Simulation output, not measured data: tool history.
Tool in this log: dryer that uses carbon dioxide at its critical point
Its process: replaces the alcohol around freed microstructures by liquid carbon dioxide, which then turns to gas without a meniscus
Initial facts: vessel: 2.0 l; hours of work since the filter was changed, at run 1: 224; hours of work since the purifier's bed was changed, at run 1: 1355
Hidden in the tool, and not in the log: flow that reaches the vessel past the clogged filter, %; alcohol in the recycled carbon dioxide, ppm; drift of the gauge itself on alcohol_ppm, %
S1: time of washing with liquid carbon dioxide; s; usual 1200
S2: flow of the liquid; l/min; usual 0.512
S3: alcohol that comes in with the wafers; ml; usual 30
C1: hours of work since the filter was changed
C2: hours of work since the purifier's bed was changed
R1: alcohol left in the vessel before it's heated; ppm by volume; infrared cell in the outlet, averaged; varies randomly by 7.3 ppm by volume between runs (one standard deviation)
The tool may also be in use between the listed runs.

{"run": 1, "hour": 0.0, "S1": 1200, "S2": 0.512, "S3": 30, "C1": 224, "C2": 1355, "R1": 538}
{"hour": 7.7, "done": "purifier's bed changed"}
{"run": 2, "hour": 51.3, "S1": 1200, "S2": 0.512, "S3": 30, "C1": 256, "C2": 29, "R1": 515}
{"run": 3, "hour": 92.9, "S1": 1200, "S2": 0.512, "S3": 30, "C1": 283, "C2": 56, "R1": 554}
{"run": 4, "hour": 123.9, "S1": 1200, "S2": 0.86, "S3": 30, "C1": 304, "C2": 77, "R1": 55}
{"run": 5, "hour": 161.8, "S1": 1200, "S2": 0.512, "S3": 30, "C1": 329, "C2": 102, "R1": 568}
{"run": 6, "hour": 202.8, "S1": 1200, "S2": 0.512, "S3": 30, "C1": 356, "C2": 129, "R1": 595}
{"hour": 249.5, "done": "inlet filter changed"}
{"run": 7, "hour": 261.4, "S1": 1200, "S2": 0.512, "S3": 30, "C1": 8, "C2": 167, "R1": 360}
{"run": 8, "hour": 304.3, "S1": 1200, "S2": 0.742, "S3": 42, "C1": 36, "C2": 195, "R1": 88}
{"run": 9, "hour": 333.0, "S1": 1680, "S2": 0.512, "S3": 113, "C1": 55, "C2": 214, "R1": 348}
{"run": 10, "hour": 359.8, "S1": 900, "S2": 0.512, "S3": 31, "C1": 73, "C2": 232, "R1": 1040}

Run 11 is up next; what results do you expect?
{"run": 11, "hour": 420.8, "S1": 1860, "S2": 0.734, "S3": 116, "C1": 113, "C2": 272, "R1": "?"}

{"run 11": {"R1": 35}}
Take away the tool's hidden state, keep the run-to-run variation as it was, and the same run would have given R1 19 ppm by volume.
